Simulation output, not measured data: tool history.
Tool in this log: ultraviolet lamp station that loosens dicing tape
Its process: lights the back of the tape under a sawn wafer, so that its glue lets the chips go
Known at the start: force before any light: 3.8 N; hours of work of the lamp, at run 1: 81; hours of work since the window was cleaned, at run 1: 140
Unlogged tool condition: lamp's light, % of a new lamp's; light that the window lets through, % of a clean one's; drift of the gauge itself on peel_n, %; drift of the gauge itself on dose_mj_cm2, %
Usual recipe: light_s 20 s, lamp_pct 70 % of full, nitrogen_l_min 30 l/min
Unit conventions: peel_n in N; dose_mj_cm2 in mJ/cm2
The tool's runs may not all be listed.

run    day  light_s  lamp_pct  nitrogen_l_min  hours of work of the lamp  hours of work since the window was cleaned  peel_n  dose_mj_cm2
  1      0       20        70              30                         81                                         140   0.425          435
  2  0.325       20        82              30                         86                                         145   0.324          506
  3  0.621       15        70              30                         90                                         150   0.739          324
  4  0.975       15        70              30                         96                                         155   0.749          322
  5  1.354       20        70              43                        102                                         161   0.368          429
  6  1.792       20        70              43                        109                                         168   0.376          435
  7  2.088       16        70              30                        114                                         173   0.648          349
  8  2.417       20        70              30                        119                                         178   0.466          432
  9  2.867       20        70              30                        126                                         185   0.432          432
 10  3.292       10        70              52                        133                                         192   1.082          219
 11  3.704       29        80              52                        139                                         199   0.137          719
 12  4.171       20        60              30                        146                                         206   0.561          372
 13  4.475       20        91              27                        151                                         211   0.272          559
 14  4.879       24        70              27                        158                                         217   0.323          516
 15  5.158       13        74              19                        162                                         221   0.986          299

5 ways to go on from here, each from the tool as it stands after run 15. What would each give?
  A  5.475       17        67              30                        167                                         226       ?            ?
  B  5.475       36        75              23                        167                                         226       ?            ?
  C  5.475       14        79              30                        167                                         226       ?            ?
  D  5.475       20        65              28                        167                                         226       ?            ?
  E  5.475       20        97              11                        167                                         226       ?            ?

run  peel_n  dose_mj_cm2
  A   0.644          351
  B   0.144          831
  C   0.683          340
  D   0.548          403
  E   0.454          601
Take away the tool's hidden state, keep each run's random variation, and the runs would have read:
run  peel_n  dose_mj_cm2
  A   0.642          351
  B   0.144          833
  C    0.68          340
  D   0.546          403
  E   0.452          602

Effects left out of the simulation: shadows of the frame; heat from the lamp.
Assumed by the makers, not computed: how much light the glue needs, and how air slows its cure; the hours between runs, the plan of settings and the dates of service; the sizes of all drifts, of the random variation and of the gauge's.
